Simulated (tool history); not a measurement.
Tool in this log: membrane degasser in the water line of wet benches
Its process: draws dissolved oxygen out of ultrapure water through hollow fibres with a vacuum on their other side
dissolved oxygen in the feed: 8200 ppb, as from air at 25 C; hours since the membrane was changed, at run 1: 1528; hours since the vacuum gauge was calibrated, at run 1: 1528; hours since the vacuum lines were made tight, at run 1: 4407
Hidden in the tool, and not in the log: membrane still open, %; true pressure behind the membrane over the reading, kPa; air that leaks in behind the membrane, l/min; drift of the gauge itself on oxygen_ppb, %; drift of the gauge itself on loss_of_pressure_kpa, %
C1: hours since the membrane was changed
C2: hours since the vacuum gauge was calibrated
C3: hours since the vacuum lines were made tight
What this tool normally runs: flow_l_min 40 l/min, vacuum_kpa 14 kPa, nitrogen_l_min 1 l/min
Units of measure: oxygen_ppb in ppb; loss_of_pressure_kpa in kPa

run 1 day=0 | flow_l_min=40 vacuum_kpa=14 nitrogen_l_min=1 | C1=1528 C2=1528 C3=4407 | oxygen_ppb=802 loss_of_pressure_kpa=56.73
run 2 day=3.046 | flow_l_min=40 vacuum_kpa=14 nitrogen_l_min=1 | C1=1601 C2=1601 C3=4480 | oxygen_ppb=807.9 loss_of_pressure_kpa=57.06
run 3 day=6.496 | flow_l_min=40 vacuum_kpa=14 nitrogen_l_min=1 | C1=1684 C2=1684 C3=4563 | oxygen_ppb=810.8 loss_of_pressure_kpa=57.43
run 4 day=9.412 | flow_l_min=40 vacuum_kpa=14 nitrogen_l_min=1 | C1=1754 C2=1754 C3=4633 | oxygen_ppb=814.7 loss_of_pressure_kpa=57.25
run 5 day=11.658 | flow_l_min=40 vacuum_kpa=14 nitrogen_l_min=1 | C1=1808 C2=1808 C3=4687 | oxygen_ppb=809.4 loss_of_pressure_kpa=56.84
run 6 day=14.183 | flow_l_min=40 vacuum_kpa=25.3 nitrogen_l_min=1 | C1=1869 C2=1869 C3=4748 | oxygen_ppb=1516.5 loss_of_pressure_kpa=57.59
run 7 day=17.708 | flow_l_min=40 vacuum_kpa=15.3 nitrogen_l_min=1 | C1=1953 C2=1953 C3=4832 | oxygen_ppb=908.5 loss_of_pressure_kpa=57.41
run 8 day=19.912 | flow_l_min=40 vacuum_kpa=15.3 nitrogen_l_min=1 | C1=2006 C2=2006 C3=4885 | oxygen_ppb=903.1 loss_of_pressure_kpa=57.37
run 9 day=22.767 | flow_l_min=40 vacuum_kpa=15.3 nitrogen_l_min=1 | C1=2075 C2=2075 C3=4954 | oxygen_ppb=892.6 loss_of_pressure_kpa=57.32
run 10 day=25.142 | flow_l_min=40 vacuum_kpa=9.8 nitrogen_l_min=1 | C1=2132 C2=2132 C3=5011 | oxygen_ppb=510.4 loss_of_pressure_kpa=57.31
run 11 day=28.892 | flow_l_min=40 vacuum_kpa=12.9 nitrogen_l_min=1 | C1=2222 C2=2222 C3=5101 | oxygen_ppb=727.4 loss_of_pressure_kpa=57.51
run 12 day=33.05 | flow_l_min=40 vacuum_kpa=15.1 nitrogen_l_min=1 | C1=2321 C2=2321 C3=5200 | oxygen_ppb=881.6 loss_of_pressure_kpa=57.62
run 13 day=35.638 | flow_l_min=40 vacuum_kpa=15.1 nitrogen_l_min=1 | C1=2384 C2=2384 C3=5263 | oxygen_ppb=871.5 loss_of_pressure_kpa=57.13
run 14 day=37.7 | flow_l_min=40 vacuum_kpa=15.1 nitrogen_l_min=1 | C1=2433 C2=2433 C3=5312 | oxygen_ppb=879.8 loss_of_pressure_kpa=56.89
run 15 day=41.083 | flow_l_min=45 vacuum_kpa=14 nitrogen_l_min=1 | C1=2514 C2=2514 C3=5393 | oxygen_ppb=886.1 loss_of_pressure_kpa=64.53
run 16 day=43.104 | flow_l_min=41 vacuum_kpa=14 nitrogen_l_min=1 | C1=2563 C2=2563 C3=5442 | oxygen_ppb=828.9 loss_of_pressure_kpa=58.54
run 17 day=46.054 | flow_l_min=41 vacuum_kpa=11 nitrogen_l_min=0.42 | C1=2634 C2=2634 C3=5513 | oxygen_ppb=1083.5 loss_of_pressure_kpa=58.93
run 18 day=48.975 | flow_l_min=32 vacuum_kpa=23.9 nitrogen_l_min=2.12 | C1=2704 C2=2704 C3=5583 | oxygen_ppb=669 loss_of_pressure_kpa=45.66
run 19 day=53.046 | flow_l_min=40 vacuum_kpa=14 nitrogen_l_min=2.74 | C1=2801 C2=2801 C3=5680 | oxygen_ppb=359.4 loss_of_pressure_kpa=57.53
run 20 day=55.5 | flow_l_min=40 vacuum_kpa=14 nitrogen_l_min=2.74 | C1=2860 C2=2860 C3=5739 | oxygen_ppb=359.5 loss_of_pressure_kpa=57.33
run 21 day=58.621 | flow_l_min=42 vacuum_kpa=23.4 nitrogen_l_min=2.6 | C1=2935 C2=2935 C3=5814 | oxygen_ppb=694.4 loss_of_pressure_kpa=60.32
run 22 day=61.383 | flow_l_min=42 vacuum_kpa=23.4 nitrogen_l_min=2.6 | C1=3001 C2=3001 C3=5880 | oxygen_ppb=705.8 loss_of_pressure_kpa=60.26
run 23 day=63.567 | flow_l_min=42 vacuum_kpa=23.4 nitrogen_l_min=2.6 | C1=3054 C2=3054 C3=5933 | oxygen_ppb=703.9 loss_of_pressure_kpa=60.37
run 24 day=67.033 | flow_l_min=42 vacuum_kpa=23.4 nitrogen_l_min=2.6 | C1=3137 C2=3137 C3=6016 | oxygen_ppb=703.8 loss_of_pressure_kpa=60.23
run 25 day=71.108 | flow_l_min=40 vacuum_kpa=14 nitrogen_l_min=0.4 | C1=3235 C2=3235 C3=6114 | oxygen_ppb=1487.6 loss_of_pressure_kpa=57.14
run 26 day=74.662 | flow_l_min=34 vacuum_kpa=15.5 nitrogen_l_min=1.66 | C1=3320 C2=3320 C3=6199 | oxygen_ppb=531.6 loss_of_pressure_kpa=48.65
-- day=77.012 seals of the vacuum lines changed
run 27 day=78.621 | flow_l_min=34 vacuum_kpa=15.5 nitrogen_l_min=1.66 | C1=3413 C2=3413 C3=39 | oxygen_ppb=532.3 loss_of_pressure_kpa=48.74
run 28 day=80.696 | flow_l_min=60 vacuum_kpa=14 nitrogen_l_min=1.27 | C1=3463 C2=3463 C3=88 | oxygen_ppb=952.9 loss_of_pressure_kpa=86.52
run 29 day=83.962 | flow_l_min=60 vacuum_kpa=25.1 nitrogen_l_min=1.15 | C1=3541 C2=3541 C3=167 | oxygen_ppb=1829.2 loss_of_pressure_kpa=85.89
run 30 day=87.754 | flow_l_min=36 vacuum_kpa=23.6 nitrogen_l_min=1.1 | C1=3632 C2=3632 C3=258 | oxygen_ppb=1240.2 loss_of_pressure_kpa=51.61
run 31 day=90.25 | flow_l_min=50 vacuum_kpa=30.3 nitrogen_l_min=1.86 | C1=3692 C2=3692 C3=318 | oxygen_ppb=1364.9 loss_of_pressure_kpa=71.94

Across each entry between runs, compare the hidden state at the last listed run before it with the hidden state at the first listed run after it:
After run 26, before run 27: seals of the vacuum lines changed (day 77.012)
  air that leaks in behind the membrane, l/min: 0.0024 -> 0.002
